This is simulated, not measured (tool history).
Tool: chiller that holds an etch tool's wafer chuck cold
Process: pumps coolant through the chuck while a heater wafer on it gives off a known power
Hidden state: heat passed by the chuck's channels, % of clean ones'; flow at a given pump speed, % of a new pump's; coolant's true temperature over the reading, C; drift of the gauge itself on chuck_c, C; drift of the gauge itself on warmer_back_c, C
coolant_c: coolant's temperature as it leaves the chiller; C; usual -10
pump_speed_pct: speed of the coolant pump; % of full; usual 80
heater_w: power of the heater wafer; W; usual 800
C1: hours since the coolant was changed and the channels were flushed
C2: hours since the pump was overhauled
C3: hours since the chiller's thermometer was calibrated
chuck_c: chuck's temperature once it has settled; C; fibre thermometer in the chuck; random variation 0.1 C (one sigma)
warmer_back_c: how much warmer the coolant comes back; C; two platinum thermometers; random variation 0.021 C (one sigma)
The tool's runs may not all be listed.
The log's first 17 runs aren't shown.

{"run": 18, "hour": 940.7, "coolant_c": -10, "pump_speed_pct": 72, "heater_w": 458, "C1": 4502, "C2": 3463, "C3": 1106, "chuck_c": -3.7, "warmer_back_c": 2.08}
{"run": 19, "hour": 1002.8, "coolant_c": -15, "pump_speed_pct": 97, "heater_w": 458, "C1": 4564, "C2": 3526, "C3": 1168, "chuck_c": -10.3, "warmer_back_c": 1.47}
{"run": 20, "hour": 1075.2, "coolant_c": -10, "pump_speed_pct": 86, "heater_w": 1126, "C1": 4636, "C2": 3598, "C3": 1240, "chuck_c": 2.9, "warmer_back_c": 4.26}
{"run": 21, "hour": 1143.8, "coolant_c": -9, "pump_speed_pct": 65, "heater_w": 538, "C1": 4705, "C2": 3667, "C3": 1309, "chuck_c": -1.1, "warmer_back_c": 2.68}
{"run": 22, "hour": 1209.2, "coolant_c": -1, "pump_speed_pct": 64, "heater_w": 843, "C1": 4770, "C2": 3732, "C3": 1374, "chuck_c": 12.1, "warmer_back_c": 4.43}
{"run": 23, "hour": 1257.6, "coolant_c": -3, "pump_speed_pct": 80, "heater_w": 800, "C1": 4819, "C2": 3780, "C3": 1423, "chuck_c": 6.8, "warmer_back_c": 3.23}
{"run": 24, "hour": 1321.0, "coolant_c": -19, "pump_speed_pct": 80, "heater_w": 1082, "C1": 4882, "C2": 3844, "C3": 1486, "chuck_c": -5.6, "warmer_back_c": 4.4}
{"run": 25, "hour": 1361.2, "coolant_c": -11, "pump_speed_pct": 72, "heater_w": 758, "C1": 4922, "C2": 3884, "C3": 1526, "chuck_c": -0.7, "warmer_back_c": 3.46}
{"run": 26, "hour": 1400.8, "coolant_c": -6, "pump_speed_pct": 99, "heater_w": 845, "C1": 4962, "C2": 3924, "C3": 1566, "chuck_c": 2.4, "warmer_back_c": 2.74}
{"run": 27, "hour": 1472.2, "coolant_c": -6, "pump_speed_pct": 99, "heater_w": 845, "C1": 5033, "C2": 3995, "C3": 1637, "chuck_c": 2.5, "warmer_back_c": 2.66}
{"run": 28, "hour": 1543.1, "coolant_c": -6, "pump_speed_pct": 99, "heater_w": 845, "C1": 5104, "C2": 4066, "C3": 1708, "chuck_c": 2.4, "warmer_back_c": 2.7}
{"run": 29, "hour": 1589.3, "coolant_c": -3, "pump_speed_pct": 64, "heater_w": 675, "C1": 5151, "C2": 4112, "C3": 1754, "chuck_c": 7.3, "warmer_back_c": 3.48}
{"run": 30, "hour": 1660.3, "coolant_c": -8, "pump_speed_pct": 63, "heater_w": 550, "C1": 5222, "C2": 4183, "C3": 1825, "chuck_c": 0.4, "warmer_back_c": 2.83}
{"run": 31, "hour": 1734.9, "coolant_c": -15, "pump_speed_pct": 66, "heater_w": 550, "C1": 5296, "C2": 4258, "C3": 1900, "chuck_c": -7.0, "warmer_back_c": 2.64}

4 ways to go on from here, each from the tool as it stands after run 31. What would each give?
{"run": "A", "hour": 1774.0, "coolant_c": -10, "pump_speed_pct": 69, "heater_w": 800, "C1": 5335, "C2": 4297, "C3": 1939, "chuck_c": "?", "warmer_back_c": "?"}
{"run": "B", "hour": 1774.0, "coolant_c": -7, "pump_speed_pct": 85, "heater_w": 957, "C1": 5335, "C2": 4297, "C3": 1939, "chuck_c": "?", "warmer_back_c": "?"}
{"run": "C", "hour": 1774.0, "coolant_c": -15, "pump_speed_pct": 83, "heater_w": 550, "C1": 5335, "C2": 4297, "C3": 1939, "chuck_c": "?", "warmer_back_c": "?"}
{"run": "D", "hour": 1774.0, "coolant_c": -12, "pump_speed_pct": 70, "heater_w": 928, "C1": 5335, "C2": 4297, "C3": 1939, "chuck_c": "?", "warmer_back_c": "?"}

run=A chuck_c=1.5 warmer_back_c=3.75
run=B chuck_c=4.2 warmer_back_c=3.59
run=C chuck_c=-8.5 warmer_back_c=2.03
run=D chuck_c=1.2 warmer_back_c=4.34
Without the tool's hidden state the same runs would have given:
run=A chuck_c=1.4 warmer_back_c=3.94
run=B chuck_c=4.2 warmer_back_c=3.78
run=C chuck_c=-8.5 warmer_back_c=2.22
run=D chuck_c=1.2 warmer_back_c=4.53
